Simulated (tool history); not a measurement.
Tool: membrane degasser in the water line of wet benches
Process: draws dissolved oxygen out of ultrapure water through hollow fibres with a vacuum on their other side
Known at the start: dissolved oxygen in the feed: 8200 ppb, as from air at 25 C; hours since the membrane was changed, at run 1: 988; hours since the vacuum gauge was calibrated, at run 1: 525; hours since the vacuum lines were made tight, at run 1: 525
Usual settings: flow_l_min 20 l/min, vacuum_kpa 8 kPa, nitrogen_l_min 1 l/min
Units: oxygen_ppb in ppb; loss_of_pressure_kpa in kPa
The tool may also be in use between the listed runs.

run    hour  flow_l_min  vacuum_kpa  nitrogen_l_min  hours since the membrane was changed  hours since the vacuum gauge was calibrated  hours since the vacuum lines were made tight  oxygen_ppb  loss_of_pressure_kpa
  1       0          20           8               1                                   988                                          525                                           525         392                 27.22
  2      43          20           8               1                                  1031                                          568                                           568       393.1                 27.63
  3    78.4          20           8               1                                  1066                                          604                                           604       390.9                 26.98
  4   134.1          20           8               1                                  1122                                          659                                           659       391.8                  27.4
  5   169.8          20        15.5               1                                  1158                                          695                                           695       685.1                 27.35
  6   222.6          14        15.5               1                                  1211                                          748                                           748       441.5                 19.27
  7   274.1          27           8               1                                  1262                                          799                                           799       631.9                 36.69
  8     327          20           8               1                                  1315                                          852                                           852       394.5                 27.24
  9   389.7          20           8               1                                  1378                                          915                                           915       402.7                 26.81
 10     424          20        13.2               1                                  1412                                          949                                           949         601                 27.14
 11   494.1          20           8            0.61                                  1482                                         1019                                          1019       499.3                 27.29
 12   555.3          20           8            0.61                                  1543                                         1080                                          1080       506.4                 27.39
 13   617.4          20           8            0.61                                  1605                                         1143                                          1143         502                 27.32
 14     653          20           8               1                                  1641                                         1178                                          1178       400.9                 27.55
 15   706.6          20           8               1                                  1695                                         1232                                          1232       403.2                 26.85
 16   751.7          20           8               1                                  1740                                         1277                                          1277       392.8                 27.17
 17   796.1          30           8            2.38                                  1784                                         1321                                          1321       603.6                 41.33
 18   827.8          20       19.24               1                                  1816                                         1353                                          1353       848.1                 27.39
 19   865.3          20       19.24               1                                  1853                                         1391                                          1391       821.8                 27.41
 20   935.9          14       19.24            2.63                                  1924                                         1461                                          1461       274.2                 19.02
 21   977.9          19           8            0.42                                  1966                                         1503                                          1503       572.6                 26.24
 22  1008.2          19           8            0.42                                  1996                                         1533                                          1533       564.6                 26.09
 23  1044.3          25           8             0.8                                  2032                                         1570                                          1570       629.5                 34.59
 24  1073.8          20           8            0.47                                  2062                                         1599                                          1599       571.2                  27.4
 25  1105.1          26        5.04               1                                  2093                                         1630                                          1630       464.7                 35.65
 26  1157.9          26        5.04            0.58                                  2146                                         1683                                          1683       518.6                 35.61
 27  1204.6          26        5.04            0.58                                  2193                                         1730                                          1730         515                 35.54
 28  1271.9          28        7.06               1                                  2260                                         1797                                          1797       644.9                 38.74
 29  1324.1          20           8            0.57                                  2312                                         1849                                          1849       521.5                 27.63
 30  1376.1          23           8            0.73                                  2364                                         1901                                          1901       571.9                 31.71
 31  1437.7          23           8            0.73                                  2426                                         1963                                          1963       570.7                 31.57
 32  1500.7          20           8            1.92                                  2489                                         2026                                          2026       316.4                 27.72

Forecast each of these 3 alternatives for the next run:
  A  1569.2          25       10.35            0.73                                  2557                                         2094                                          2094           ?                     ?
  B  1569.2          27       18.93             0.8                                  2557                                         2094                                          2094           ?                     ?
  C  1569.2          27       17.59            1.23                                  2557                                         2094                                          2094           ?                     ?

run  oxygen_ppb  loss_of_pressure_kpa
  A       797.2                 34.34
  B      1313.6                 37.16
  C      1004.9                 36.91
Without the tool's hidden state the same runs would have given:
run  oxygen_ppb  loss_of_pressure_kpa
  A       761.6                 33.36
  B      1277.2                 36.09
  C         967                 35.85

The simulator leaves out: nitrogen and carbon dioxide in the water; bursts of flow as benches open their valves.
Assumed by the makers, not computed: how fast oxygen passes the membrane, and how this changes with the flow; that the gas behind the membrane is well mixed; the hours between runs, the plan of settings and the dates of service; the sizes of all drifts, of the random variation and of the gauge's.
